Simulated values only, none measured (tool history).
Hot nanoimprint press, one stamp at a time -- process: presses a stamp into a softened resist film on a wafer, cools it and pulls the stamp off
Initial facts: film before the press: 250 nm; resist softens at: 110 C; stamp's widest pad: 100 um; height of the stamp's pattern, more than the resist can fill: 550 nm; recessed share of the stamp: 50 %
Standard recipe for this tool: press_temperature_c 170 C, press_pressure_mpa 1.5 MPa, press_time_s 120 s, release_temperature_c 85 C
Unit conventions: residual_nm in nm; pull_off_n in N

{"run": 1, "day": 0.0, "press_temperature_c": 170, "press_pressure_mpa": 1.5, "press_time_s": 120, "release_temperature_c": 85, "residual_nm": 91.7, "pull_off_n": 260}
{"run": 2, "day": 3.829, "press_temperature_c": 170, "press_pressure_mpa": 1.5, "press_time_s": 120, "release_temperature_c": 85, "residual_nm": 93.4, "pull_off_n": 285}
{"run": 3, "day": 7.546, "press_temperature_c": 170, "press_pressure_mpa": 1.5, "press_time_s": 120, "release_temperature_c": 85, "residual_nm": 93.5, "pull_off_n": 308}
{"run": 4, "day": 10.204, "press_temperature_c": 170, "press_pressure_mpa": 1.5, "press_time_s": 120, "release_temperature_c": 85, "residual_nm": 96.7, "pull_off_n": 325}
{"run": 5, "day": 13.029, "press_temperature_c": 170, "press_pressure_mpa": 1.5, "press_time_s": 120, "release_temperature_c": 85, "residual_nm": 96.6, "pull_off_n": 347}
{"run": 6, "day": 15.971, "press_temperature_c": 170, "press_pressure_mpa": 1.5, "press_time_s": 120, "release_temperature_c": 85, "residual_nm": 99.9, "pull_off_n": 378}
{"run": 7, "day": 17.658, "press_temperature_c": 170, "press_pressure_mpa": 1.5, "press_time_s": 120, "release_temperature_c": 85, "residual_nm": 98.8, "pull_off_n": 388}
{"day": 20.512, "done": "plate thermocouple calibrated"}
{"run": 8, "day": 21.596, "press_temperature_c": 170, "press_pressure_mpa": 1.5, "press_time_s": 120, "release_temperature_c": 85, "residual_nm": 91.2, "pull_off_n": 393}
{"run": 9, "day": 25.675, "press_temperature_c": 170, "press_pressure_mpa": 1.5, "press_time_s": 120, "release_temperature_c": 85, "residual_nm": 90.5, "pull_off_n": 433}
{"day": 28.042, "done": "stamp cleaned and given a new release coat"}
{"run": 10, "day": 28.042, "press_temperature_c": 170, "press_pressure_mpa": 1.5, "press_time_s": 120, "release_temperature_c": 85, "residual_nm": 94.6, "pull_off_n": 219}
{"day": 30.404, "done": "press's hydraulic seals changed and the load cell set to zero"}
{"run": 11, "day": 30.404, "press_temperature_c": 170, "press_pressure_mpa": 1.5, "press_time_s": 120, "release_temperature_c": 85, "residual_nm": 92.3, "pull_off_n": 237}
{"run": 12, "day": 33.954, "press_temperature_c": 170, "press_pressure_mpa": 1.5, "press_time_s": 89, "release_temperature_c": 85, "residual_nm": 105.4, "pull_off_n": 255}
{"run": 13, "day": 37.708, "press_temperature_c": 170, "press_pressure_mpa": 1.5, "press_time_s": 120, "release_temperature_c": 85, "residual_nm": 94.2, "pull_off_n": 278}
{"run": 14, "day": 39.521, "press_temperature_c": 170, "press_pressure_mpa": 1.5, "press_time_s": 120, "release_temperature_c": 85, "residual_nm": 95.6, "pull_off_n": 289}
{"run": 15, "day": 43.296, "press_temperature_c": 170, "press_pressure_mpa": 1.5, "press_time_s": 120, "release_temperature_c": 85, "residual_nm": 96.9, "pull_off_n": 319}
{"run": 16, "day": 45.896, "press_temperature_c": 170, "press_pressure_mpa": 1.45, "press_time_s": 114, "release_temperature_c": 91, "residual_nm": 100.5, "pull_off_n": 285}
{"day": 48.508, "done": "plate thermocouple calibrated"}
{"run": 17, "day": 48.596, "press_temperature_c": 170, "press_pressure_mpa": 1.5, "press_time_s": 122, "release_temperature_c": 85, "residual_nm": 89.4, "pull_off_n": 336}
{"run": 18, "day": 51.304, "press_temperature_c": 161, "press_pressure_mpa": 1.5, "press_time_s": 195, "release_temperature_c": 85, "residual_nm": 121.6, "pull_off_n": 363}
{"run": 19, "day": 53.462, "press_temperature_c": 170, "press_pressure_mpa": 1.3, "press_time_s": 120, "release_temperature_c": 86, "residual_nm": 96.9, "pull_off_n": 352}
{"run": 20, "day": 55.675, "press_temperature_c": 172, "press_pressure_mpa": 1.3, "press_time_s": 99, "release_temperature_c": 86, "residual_nm": 95.6, "pull_off_n": 397}
{"run": 21, "day": 59.25, "press_temperature_c": 172, "press_pressure_mpa": 1.05, "press_time_s": 99, "release_temperature_c": 77, "residual_nm": 107.2, "pull_off_n": 464}
{"run": 22, "day": 61.692, "press_temperature_c": 182, "press_pressure_mpa": 1.5, "press_time_s": 82, "release_temperature_c": 87, "residual_nm": 60.2, "pull_off_n": 427}
{"day": 63.112, "done": "stamp cleaned and given a new release coat"}
{"run": 23, "day": 65.217, "press_temperature_c": 170, "press_pressure_mpa": 0.91, "press_time_s": 120, "release_temperature_c": 85, "residual_nm": 119.2, "pull_off_n": 230}
{"run": 24, "day": 68.433, "press_temperature_c": 170, "press_pressure_mpa": 0.91, "press_time_s": 120, "release_temperature_c": 85, "residual_nm": 121, "pull_off_n": 264}
{"run": 25, "day": 71.067, "press_temperature_c": 170, "press_pressure_mpa": 0.91, "press_time_s": 120, "release_temperature_c": 85, "residual_nm": 121.5, "pull_off_n": 280}
{"run": 26, "day": 75.029, "press_temperature_c": 170, "press_pressure_mpa": 2.22, "press_time_s": 120, "release_temperature_c": 81, "residual_nm": 84.2, "pull_off_n": 315}
{"day": 76.067, "done": "plate thermocouple calibrated"}
{"run": 27, "day": 77.638, "press_temperature_c": 170, "press_pressure_mpa": 1.5, "press_time_s": 182, "release_temperature_c": 77, "residual_nm": 77.9, "pull_off_n": 352}
{"day": 78.642, "done": "press's hydraulic seals changed and the load cell set to zero"}
{"run": 28, "day": 80.542, "press_temperature_c": 170, "press_pressure_mpa": 1.5, "press_time_s": 182, "release_temperature_c": 77, "residual_nm": 76.2, "pull_off_n": 364}
{"run": 29, "day": 82.379, "press_temperature_c": 170, "press_pressure_mpa": 1.5, "press_time_s": 182, "release_temperature_c": 77, "residual_nm": 75.6, "pull_off_n": 391}

5 options for the next run, each taken on its own from the tool as it stands now. Forecast them:
{"run": "A", "day": 86.471, "press_temperature_c": 174, "press_pressure_mpa": 1.5, "press_time_s": 120, "release_temperature_c": 85, "residual_nm": "?", "pull_off_n": "?"}
{"run": "B", "day": 86.471, "press_temperature_c": 169, "press_pressure_mpa": 1.5, "press_time_s": 95, "release_temperature_c": 77, "residual_nm": "?", "pull_off_n": "?"}
{"run": "C", "day": 86.471, "press_temperature_c": 169, "press_pressure_mpa": 1.5, "press_time_s": 120, "release_temperature_c": 85, "residual_nm": "?", "pull_off_n": "?"}
{"run": "D", "day": 86.471, "press_temperature_c": 170, "press_pressure_mpa": 1.5, "press_time_s": 116, "release_temperature_c": 75, "residual_nm": "?", "pull_off_n": "?"}
{"run": "E", "day": 86.471, "press_temperature_c": 170, "press_pressure_mpa": 1.5, "press_time_s": 155, "release_temperature_c": 83, "residual_nm": "?", "pull_off_n": "?"}

run=A residual_nm=74.9 pull_off_n=368
run=B residual_nm=107.8 pull_off_n=430
run=C residual_nm=99.2 pull_off_n=369
run=D residual_nm=94.6 pull_off_n=427
run=E residual_nm=83.7 pull_off_n=376
With no hidden state in the tool, these same runs would have given:
run=A residual_nm=71.3 pull_off_n=226
run=B residual_nm=102.9 pull_off_n=265
run=C residual_nm=94.5 pull_off_n=227
run=D residual_nm=90.1 pull_off_n=263
run=E residual_nm=79.5 pull_off_n=231
